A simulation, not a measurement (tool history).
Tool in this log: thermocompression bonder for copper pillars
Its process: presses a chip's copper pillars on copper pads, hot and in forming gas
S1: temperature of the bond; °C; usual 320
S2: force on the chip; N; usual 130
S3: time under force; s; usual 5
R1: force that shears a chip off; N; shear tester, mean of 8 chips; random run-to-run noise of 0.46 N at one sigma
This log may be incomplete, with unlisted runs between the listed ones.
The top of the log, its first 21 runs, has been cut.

{"run": 22, "day": 7.104, "S1": 315, "S2": 129, "S3": 4, "R1": 57.7}
{"run": 23, "day": 7.467, "S1": 315, "S2": 129, "S3": 4, "R1": 57}
{"run": 24, "day": 7.792, "S1": 297, "S2": 118, "S3": 6, "R1": 51.2}
{"run": 25, "day": 8.112, "S1": 297, "S2": 118, "S3": 6, "R1": 51.7}
{"run": 26, "day": 8.517, "S1": 297, "S2": 118, "S3": 6, "R1": 51.3}
{"run": 27, "day": 8.858, "S1": 310, "S2": 130, "S3": 4, "R1": 54.1}
{"run": 28, "day": 9.108, "S1": 308, "S2": 132, "S3": 5, "R1": 58.1}
{"run": 29, "day": 9.504, "S1": 308, "S2": 136, "S3": 3, "R1": 48.7}
{"run": 30, "day": 9.812, "S1": 307, "S2": 130, "S3": 11, "R1": 69.2}
{"run": 31, "day": 10.067, "S1": 334, "S2": 106, "S3": 3, "R1": 56.9}
{"run": 32, "day": 10.321, "S1": 320, "S2": 130, "S3": 7, "R1": 69.3}
{"run": 33, "day": 10.55, "S1": 326, "S2": 136, "S3": 6, "R1": 70.1}
{"run": 34, "day": 10.917, "S1": 303, "S2": 109, "S3": 14, "R1": 66.3}
{"run": 35, "day": 11.392, "S1": 340, "S2": 135, "S3": 4, "R1": 70.4}
{"run": 36, "day": 11.592, "S1": 320, "S2": 130, "S3": 14, "R1": 78}

3 options for the next run, each taken on its own from the tool as it stands now. Forecast them:
{"run": "A", "day": 11.933, "S1": 334, "S2": 130, "S3": 14, "R1": "?"}
{"run": "B", "day": 11.933, "S1": 320, "S2": 155, "S3": 14, "R1": "?"}
{"run": "C", "day": 11.933, "S1": 316, "S2": 130, "S3": 14, "R1": "?"}

run=A R1=83.6
run=B R1=80.9
run=C R1=76.7
Had the tool no hidden state, the same runs would have come out as:
run=A R1=86.5
run=B R1=83.7
run=C R1=79.3
